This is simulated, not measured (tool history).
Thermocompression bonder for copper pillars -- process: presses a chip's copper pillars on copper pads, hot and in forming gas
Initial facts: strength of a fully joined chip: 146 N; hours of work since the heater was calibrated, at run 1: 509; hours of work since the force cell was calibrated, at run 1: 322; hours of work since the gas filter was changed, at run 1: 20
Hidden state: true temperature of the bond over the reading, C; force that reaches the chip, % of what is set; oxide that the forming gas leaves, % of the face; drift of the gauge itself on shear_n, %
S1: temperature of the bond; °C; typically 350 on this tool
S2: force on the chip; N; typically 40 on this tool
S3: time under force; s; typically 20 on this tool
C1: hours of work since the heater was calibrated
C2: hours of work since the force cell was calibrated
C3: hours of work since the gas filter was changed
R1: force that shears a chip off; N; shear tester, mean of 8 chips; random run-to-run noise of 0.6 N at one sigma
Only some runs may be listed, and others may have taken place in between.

Run 1, hour 0: usual settings; C1 509; C2 322; C3 20. Result: R1 103.7 N.
Run 2, hour 6: usual settings but S2 27 N; C1 513; C2 327; C3 24. Result: R1 87.3 N.
Run 3, hour 12.5: usual settings but S2 27 N; C1 517; C2 331; C3 29. Result: R1 87 N.
Run 4, hour 23: usual settings but S2 27 N, S3 41 s; C1 525; C2 338; C3 36. Result: R1 105.9 N.
Run 5, hour 29.5: usual settings but S2 27 N, S3 41 s; C1 529; C2 343; C3 41. Result: R1 106.6 N.
Run 6, hour 38.5: usual settings; C1 535; C2 349; C3 47. Result: R1 103 N.
Run 7, hour 53.1: usual settings but S1 340 °C, S3 24 s; C1 545; C2 359; C3 57. Result: R1 101.8 N.
Run 8, hour 62: usual settings but S3 24 s; C1 552; C2 365; C3 63. Result: R1 108.4 N.
Run 9, hour 73.7: usual settings but S1 360 °C, S2 58 N, S3 19 s; C1 560; C2 374; C3 71. Result: R1 122.1 N.
Run 10, hour 85.4: usual settings but S1 352 °C, S2 32 N; C1 568; C2 382; C3 79. Result: R1 94.1 N.
Run 11, hour 97.5: usual settings but S1 366 °C, S3 26 s; C1 576; C2 390; C3 88. Result: R1 120 N.
Run 12, hour 106.2: usual settings but S1 326 °C, S2 27 N, S3 14 s; C1 582; C2 396; C3 94. Result: R1 61.1 N.

Predict each of these 5 candidate next runs independently; none follows another, all start after run 12:
Run A, hour 116.4: usual settings but S1 365 °C, S2 34 N, S3 18 s; C1 589; C2 403; C3 101. Result: R1 ?.
Run B, hour 116.4: usual settings but S1 344 °C, S2 55 N, S3 30 s; C1 589; C2 403; C3 101. Result: R1 ?.
Run C, hour 116.4: usual settings but S1 346 °C, S2 35 N; C1 589; C2 403; C3 101. Result: R1 ?.
Run D, hour 116.4: usual settings but S1 326 °C, S2 27 N, S3 19 s; C1 589; C2 403; C3 101. Result: R1 ?.
Run E, hour 116.4: usual settings but S1 333 °C, S3 39 s; C1 589; C2 403; C3 101. Result: R1 ?.

run     R1
  A  102.5
  B  120.6
  C   94.2
  D   68.2
  E  108.1
Had the tool no hidden state, the same runs would have come out as:
run     R1
  A  104.6
  B    123
  C   96.3
  D   69.9
  E  110.4
